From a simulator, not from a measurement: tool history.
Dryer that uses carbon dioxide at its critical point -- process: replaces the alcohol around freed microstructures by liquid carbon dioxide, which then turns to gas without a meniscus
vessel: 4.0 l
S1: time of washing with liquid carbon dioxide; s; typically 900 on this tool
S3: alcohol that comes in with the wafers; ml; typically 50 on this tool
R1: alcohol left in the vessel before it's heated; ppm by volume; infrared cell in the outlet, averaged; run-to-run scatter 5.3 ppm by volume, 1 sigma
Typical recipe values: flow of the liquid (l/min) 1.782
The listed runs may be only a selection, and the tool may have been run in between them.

run 1 hour=0 | S1=900 flow_of_the_liquid_(l/min)=1.782 S3=50 | R1=165
run 2 hour=21.4 | S1=900 flow_of_the_liquid_(l/min)=1.782 S3=50 | R1=198
run 3 hour=33.3 | S1=900 flow_of_the_liquid_(l/min)=1.782 S3=50 | R1=191
run 4 hour=48.9 | S1=900 flow_of_the_liquid_(l/min)=1.782 S3=40 | R1=165
run 5 hour=68.6 | S1=900 flow_of_the_liquid_(l/min)=1.782 S3=50 | R1=210
run 6 hour=87.5 | S1=900 flow_of_the_liquid_(l/min)=1.782 S3=50 | R1=219
run 7 hour=98.2 | S1=900 flow_of_the_liquid_(l/min)=1.55 S3=50 | R1=385
run 8 hour=118.4 | S1=900 flow_of_the_liquid_(l/min)=1.782 S3=50 | R1=248
-- hour=125.8 inlet filter changed
run 9 hour=135 | S1=900 flow_of_the_liquid_(l/min)=1.782 S3=50 | R1=134
run 10 hour=154 | S1=900 flow_of_the_liquid_(l/min)=1.782 S3=50 | R1=135
run 11 hour=175.9 | S1=900 flow_of_the_liquid_(l/min)=1.49 S3=50 | R1=311
run 12 hour=188.9 | S1=900 flow_of_the_liquid_(l/min)=1.782 S3=50 | R1=149
run 13 hour=199.6 | S1=900 flow_of_the_liquid_(l/min)=1.782 S3=50 | R1=151
run 14 hour=217.2 | S1=900 flow_of_the_liquid_(l/min)=1.782 S3=50 | R1=167
run 15 hour=232.5 | S1=900 flow_of_the_liquid_(l/min)=2.04 S3=25 | R1=59
run 16 hour=243.3 | S1=660 flow_of_the_liquid_(l/min)=1.782 S3=38 | R1=397
run 17 hour=259.6 | S1=660 flow_of_the_liquid_(l/min)=1.782 S3=38 | R1=409
run 18 hour=276.1 | S1=900 flow_of_the_liquid_(l/min)=1.58 S3=89 | R1=521
run 19 hour=295.2 | S1=1200 flow_of_the_liquid_(l/min)=2.2 S3=59 | R1=31
run 20 hour=313.7 | S1=1200 flow_of_the_liquid_(l/min)=2.2 S3=59 | R1=37
run 21 hour=332.2 | S1=1200 flow_of_the_liquid_(l/min)=1.57 S3=86 | R1=189
run 22 hour=355 | S1=900 flow_of_the_liquid_(l/min)=2.35 S3=34 | R1=69
run 23 hour=373.9 | S1=660 flow_of_the_liquid_(l/min)=2.35 S3=30 | R1=161
run 24 hour=385.9 | S1=1260 flow_of_the_liquid_(l/min)=2.64 S3=87 | R1=24
-- hour=391.7 inlet filter changed
run 25 hour=402.3 | S1=1260 flow_of_the_liquid_(l/min)=2.64 S3=87 | R1=20
run 26 hour=420.8 | S1=1260 flow_of_the_liquid_(l/min)=2.64 S3=87 | R1=28
run 27 hour=431.9 | S1=840 flow_of_the_liquid_(l/min)=1.13 S3=50 | R1=886

Measured less the same run without the tool's hidden state. The same run-to-run variation is in both; the gauge's scatter may not be:
The hidden state here: flow that reaches the vessel past the clogged filter, %; alcohol in the recycled carbon dioxide, ppm; drift of the gauge itself on alcohol_ppm, %.
run=1 R1=+63
run=2 R1=+75
run=3 R1=+78
run=4 R1=+74
run=5 R1=+100
run=6 R1=+109
run=7 R1=+175
run=8 R1=+132
run=9 R1=+19
run=10 R1=+26
run=11 R1=+48
run=12 R1=+40
run=13 R1=+43
run=14 R1=+49
run=15 R1=+30
run=16 R1=+99
run=17 R1=+113
run=18 R1=+173
run=19 R1=+27
run=20 R1=+29
run=21 R1=+102
run=22 R1=+43
run=23 R1=+90
run=24 R1=+24
run=25 R1=+20
run=26 R1=+24
run=27 R1=+92

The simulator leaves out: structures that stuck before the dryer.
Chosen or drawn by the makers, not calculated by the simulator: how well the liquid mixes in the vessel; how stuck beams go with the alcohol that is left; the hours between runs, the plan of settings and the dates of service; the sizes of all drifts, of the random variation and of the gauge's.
